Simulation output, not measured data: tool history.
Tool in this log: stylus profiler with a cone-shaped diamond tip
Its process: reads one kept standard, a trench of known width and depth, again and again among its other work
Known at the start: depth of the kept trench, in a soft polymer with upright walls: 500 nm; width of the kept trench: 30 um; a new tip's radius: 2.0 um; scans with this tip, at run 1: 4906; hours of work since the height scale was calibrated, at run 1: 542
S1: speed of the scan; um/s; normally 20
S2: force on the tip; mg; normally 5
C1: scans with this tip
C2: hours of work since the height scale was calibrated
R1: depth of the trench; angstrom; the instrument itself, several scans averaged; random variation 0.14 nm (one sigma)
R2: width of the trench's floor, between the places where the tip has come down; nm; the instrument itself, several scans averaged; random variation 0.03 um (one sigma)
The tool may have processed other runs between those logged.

run   hour  S1    S2    C1   C2      R1     R2
  1      0  20     5  4906  542  5089.8  26940
  2   21.7  20     5  5010  554  5090.1  26940
  3     43  20  9.73  5111  565  5132.6  27000
  4   71.2  20  2.14  5246  580  5054.9  26940
  5   84.8  78     5  5311  587  5091.6  26910
  6  116.2  78     5  5461  604    5090  26830
  7  134.8  78     5  5549  614  5092.2  26900
  8  162.5  78     5  5681  628  5089.8  26830
  9  189.3  78     5  5809  642  5091.5  26840
 10  204.1  78     5  5880  650  5090.7  26860
     206.7  -- height scale calibrated on a step standard
 11  218.7  20     5  5946    6  5095.5  26920
 12  234.5  20     5  6022   15  5096.3  26890
 13    260  20     5  6144   28  5096.1  26920

Run 14 has not been measured yet. What should we expect?
 14  286.8  18  9.57  6271  42   ?   ?

{"run 14": {"R1": 5142.3, "R2": 26890}}
Without the tool's hidden state the same run would have given R1 5125.8 angstrom, R2 27320 nm.

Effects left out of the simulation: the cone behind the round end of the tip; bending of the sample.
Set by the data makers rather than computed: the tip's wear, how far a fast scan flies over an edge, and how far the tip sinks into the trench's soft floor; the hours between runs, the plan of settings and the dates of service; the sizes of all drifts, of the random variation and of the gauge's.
